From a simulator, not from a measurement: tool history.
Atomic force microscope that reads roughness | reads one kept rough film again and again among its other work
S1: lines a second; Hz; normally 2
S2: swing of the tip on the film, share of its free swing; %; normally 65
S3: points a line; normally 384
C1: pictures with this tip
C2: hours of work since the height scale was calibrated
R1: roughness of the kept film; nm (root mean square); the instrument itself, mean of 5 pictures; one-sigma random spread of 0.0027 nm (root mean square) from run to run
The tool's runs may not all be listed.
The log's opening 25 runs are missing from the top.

Run 26, day 10.212: usual settings but S1 1.53 Hz, S2 87 %, S3 438; C1 306; C2 307. Result: R1 1.135 nm (root mean square).
Run 27, day 10.6: usual settings but S1 1.53 Hz, S2 87 %, S3 438; C1 325; C2 313. Result: R1 1.131 nm (root mean square).
Run 28, day 10.946: usual settings but S1 1.63 Hz, S3 535; C1 342; C2 318. Result: R1 1.244 nm (root mean square).
Run 29, day 11.325: usual settings but S1 3.14 Hz, S2 73 %, S3 949; C1 361; C2 324. Result: R1 1.126 nm (root mean square).
Run 30, day 11.596: usual settings but S1 2.81 Hz, S2 61 %, S3 258; C1 374; C2 328. Result: R1 1.217 nm (root mean square).
At day 11.671: new tip fitted.
Run 31, day 12.075: usual settings but S1 1.92 Hz, S2 70 %, S3 994; C1 19; C2 336. Result: R1 1.237 nm (root mean square).
Run 32, day 12.55: usual settings but S1 1.85 Hz, S2 70 %, S3 469; C1 43; C2 343. Result: R1 1.239 nm (root mean square).
Run 33, day 13.012: usual settings but S1 2.19 Hz, S3 708; C1 65; C2 350. Result: R1 1.248 nm (root mean square).
Run 34, day 13.492: usual settings but S1 1.7 Hz, S2 63 %, S3 341; C1 89; C2 358. Result: R1 1.274 nm (root mean square).
Run 35, day 13.975: usual settings but S1 1.7 Hz, S2 63 %, S3 341; C1 112; C2 365. Result: R1 1.268 nm (root mean square).
Run 36, day 14.258: usual settings but S1 2.29 Hz, S2 88 %, S3 386; C1 126; C2 370. Result: R1 1.066 nm (root mean square).
Run 37, day 14.754: usual settings but S1 3.53 Hz, S2 74 %, S3 545; C1 151; C2 377. Result: R1 1.115 nm (root mean square).
Run 38, day 15.204: usual settings but S3 576; C1 173; C2 384. Result: R1 1.244 nm (root mean square).
Run 39, day 15.725: usual settings but S1 0.73 Hz, S3 533; C1 198; C2 392. Result: R1 1.291 nm (root mean square).
Run 40, day 16.058: usual settings but S1 1.75 Hz, S3 398; C1 214; C2 397. Result: R1 1.253 nm (root mean square).
Run 41, day 16.412: usual settings but S1 1.07 Hz, S3 790; C1 232; C2 403. Result: R1 1.277 nm (root mean square).
Run 42, day 16.65: usual settings but S3 453; C1 243; C2 407. Result: R1 1.238 nm (root mean square).
Run 43, day 17.125: usual settings but S1 0.7 Hz, S2 67 %, S3 667; C1 267; C2 414. Result: R1 1.287 nm (root mean square).
Run 44, day 17.35: usual settings but S1 0.7 Hz, S2 67 %, S3 667; C1 278; C2 418. Result: R1 1.284 nm (root mean square).
Run 45, day 17.821: usual settings but S1 1.49 Hz, S2 67 %, S3 862; C1 301; C2 425. Result: R1 1.249 nm (root mean square).

Forecast each of these 4 alternatives for the next run:
Run A, day 18.242: usual settings but S1 1.15 Hz, S2 89 %, S3 450; C1 321; C2 431. Result: R1 ?.
Run B, day 18.242: usual settings but S1 0.59 Hz, S2 87 %, S3 428; C1 321; C2 431. Result: R1 ?.
Run C, day 18.242: usual settings but S1 1.01 Hz, S2 67 %, S3 862; C1 321; C2 431. Result: R1 ?.
Run D, day 18.242: usual settings but S1 1.49 Hz, S2 67 %, S3 375; C1 321; C2 431. Result: R1 ?.

run     R1
  A  1.161
  B  1.238
  C  1.265
  D   1.24
With the hidden condition removed and each run's random variation left untouched, the same runs would have given:
run     R1
  A  1.184
  B  1.263
  C   1.29
  D  1.265
